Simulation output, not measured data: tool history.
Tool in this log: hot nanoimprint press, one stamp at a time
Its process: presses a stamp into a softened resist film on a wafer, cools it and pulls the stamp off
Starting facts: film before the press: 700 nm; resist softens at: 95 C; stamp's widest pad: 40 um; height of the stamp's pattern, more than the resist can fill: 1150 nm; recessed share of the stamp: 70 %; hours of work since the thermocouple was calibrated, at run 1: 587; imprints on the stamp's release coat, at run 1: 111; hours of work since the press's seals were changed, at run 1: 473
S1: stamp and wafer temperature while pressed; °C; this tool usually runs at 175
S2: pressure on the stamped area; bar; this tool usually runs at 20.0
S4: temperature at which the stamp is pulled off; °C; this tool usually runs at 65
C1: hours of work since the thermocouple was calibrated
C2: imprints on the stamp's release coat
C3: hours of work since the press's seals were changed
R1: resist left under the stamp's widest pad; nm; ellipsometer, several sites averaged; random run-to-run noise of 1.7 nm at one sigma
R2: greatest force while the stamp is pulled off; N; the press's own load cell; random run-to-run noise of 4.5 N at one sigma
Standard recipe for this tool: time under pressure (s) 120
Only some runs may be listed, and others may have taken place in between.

run 1 day=0.000 | S1=175 S2=20.0 time_under_pressure_(s)=120 S4=65 | C1=587 C2=111 C3=473 | R1=275.9 R2=235
-- day=0.529 plate thermocouple calibrated
run 2 day=1.146 | S1=175 S2=20.0 time_under_pressure_(s)=120 S4=65 | C1=11 C2=246 C3=491 | R1=282.0 R2=252
run 3 day=1.821 | S1=175 S2=20.0 time_under_pressure_(s)=120 S4=65 | C1=22 C2=335 C3=502 | R1=283.8 R2=248
run 4 day=2.883 | S1=175 S2=20.0 time_under_pressure_(s)=120 S4=65 | C1=41 C2=476 C3=521 | R1=284.4 R2=263
-- day=3.838 plate thermocouple calibrated, once more
run 5 day=3.838 | S1=175 S2=20.0 time_under_pressure_(s)=120 S4=65 | C1=0 C2=585 C3=535 | R1=272.1 R2=268
run 6 day=4.588 | S1=175 S2=20.0 time_under_pressure_(s)=120 S4=65 | C1=13 C2=684 C3=548 | R1=272.3 R2=288
run 7 day=5.708 | S1=175 S2=20.0 time_under_pressure_(s)=212 S4=65 | C1=32 C2=833 C3=567 | R1=217.2 R2=291
run 8 day=6.271 | S1=175 S2=20.0 time_under_pressure_(s)=62 S4=65 | C1=42 C2=907 C3=577 | R1=352.8 R2=282
run 9 day=7.367 | S1=175 S2=20.0 time_under_pressure_(s)=62 S4=65 | C1=61 C2=1052 C3=596 | R1=351.7 R2=300
run 10 day=8.288 | S1=175 S2=20.0 time_under_pressure_(s)=62 S4=65 | C1=77 C2=1173 C3=612 | R1=354.5 R2=325
run 11 day=8.817 | S1=175 S2=20.0 time_under_pressure_(s)=62 S4=65 | C1=86 C2=1244 C3=621 | R1=353.3 R2=315
run 12 day=9.375 | S1=175 S2=20.0 time_under_pressure_(s)=62 S4=65 | C1=96 C2=1317 C3=631 | R1=353.9 R2=333
run 13 day=10.533 | S1=175 S2=20.0 time_under_pressure_(s)=62 S4=55 | C1=116 C2=1470 C3=651 | R1=348.7 R2=402
run 14 day=11.212 | S1=175 S2=20.0 time_under_pressure_(s)=62 S4=55 | C1=127 C2=1560 C3=662 | R1=355.7 R2=409
run 15 day=11.833 | S1=175 S2=20.0 time_under_pressure_(s)=62 S4=55 | C1=138 C2=1642 C3=673 | R1=352.4 R2=416
run 16 day=13.058 | S1=185 S2=20.3 time_under_pressure_(s)=120 S4=65 | C1=159 C2=1804 C3=694 | R1=204.3 R2=374
-- day=13.383 stamp cleaned and given a new release coat
run 17 day=14.158 | S1=180 S2=13.7 time_under_pressure_(s)=78 S4=61 | C1=174 C2=102 C3=709 | R1=329.2 R2=244
run 18 day=14.700 | S1=180 S2=13.7 time_under_pressure_(s)=78 S4=61 | C1=183 C2=174 C3=718 | R1=328.9 R2=251
run 19 day=15.262 | S1=172 S2=13.2 time_under_pressure_(s)=78 S4=61 | C1=193 C2=249 C3=728 | R1=414.9 R2=262
run 20 day=15.958 | S1=172 S2=13.2 time_under_pressure_(s)=78 S4=61 | C1=205 C2=340 C3=740 | R1=412.7 R2=262
run 21 day=16.846 | S1=172 S2=13.2 time_under_pressure_(s)=78 S4=61 | C1=220 C2=458 C3=755 | R1=413.8 R2=275
run 22 day=17.746 | S1=172 S2=13.2 time_under_pressure_(s)=78 S4=61 | C1=236 C2=577 C3=771 | R1=414.1 R2=279
run 23 day=18.625 | S1=172 S2=13.2 time_under_pressure_(s)=78 S4=61 | C1=251 C2=693 C3=786 | R1=416.0 R2=298
run 24 day=19.500 | S1=172 S2=13.2 time_under_pressure_(s)=78 S4=61 | C1=266 C2=808 C3=801 | R1=413.2 R2=305
run 25 day=20.179 | S1=172 S2=13.2 time_under_pressure_(s)=78 S4=61 | C1=278 C2=898 C3=813 | R1=419.5 R2=310
run 26 day=20.946 | S1=184 S2=19.8 time_under_pressure_(s)=158 S4=52 | C1=291 C2=1000 C3=826 | R1=189.6 R2=352
run 27 day=21.779 | S1=184 S2=19.8 time_under_pressure_(s)=158 S4=52 | C1=306 C2=1110 C3=841 | R1=190.0 R2=389
run 28 day=22.617 | S1=184 S2=23.9 time_under_pressure_(s)=178 S4=65 | C1=320 C2=1221 C3=855 | R1=163.3 R2=325
run 29 day=23.333 | S1=184 S2=23.9 time_under_pressure_(s)=178 S4=65 | C1=332 C2=1315 C3=868 | R1=164.9 R2=325

Branching from run 29: 4 alternative next runs. What would each branch give?
run A day=24.254 | S1=169 S2=15.5 time_under_pressure_(s)=120 S4=70 | C1=348 C2=1437 C3=883 | R1=? R2=?
run B day=24.254 | S1=186 S2=23.9 time_under_pressure_(s)=176 S4=66 | C1=348 C2=1437 C3=883 | R1=? R2=?
run C day=24.254 | S1=175 S2=13.5 time_under_pressure_(s)=77 S4=68 | C1=348 C2=1437 C3=883 | R1=? R2=?
run D day=24.254 | S1=178 S2=23.9 time_under_pressure_(s)=178 S4=65 | C1=348 C2=1437 C3=883 | R1=? R2=?

run=A R1=372.7 R2=317
run=B R1=157.7 R2=345
run=C R1=387.4 R2=319
run=D R1=198.0 R2=336
With the hidden condition removed and each run's random variation left untouched, the same runs would have given:
run=A R1=358.0 R2=203
run=B R1=149.2 R2=220
run=C R1=374.3 R2=204
run=D R1=187.0 R2=214

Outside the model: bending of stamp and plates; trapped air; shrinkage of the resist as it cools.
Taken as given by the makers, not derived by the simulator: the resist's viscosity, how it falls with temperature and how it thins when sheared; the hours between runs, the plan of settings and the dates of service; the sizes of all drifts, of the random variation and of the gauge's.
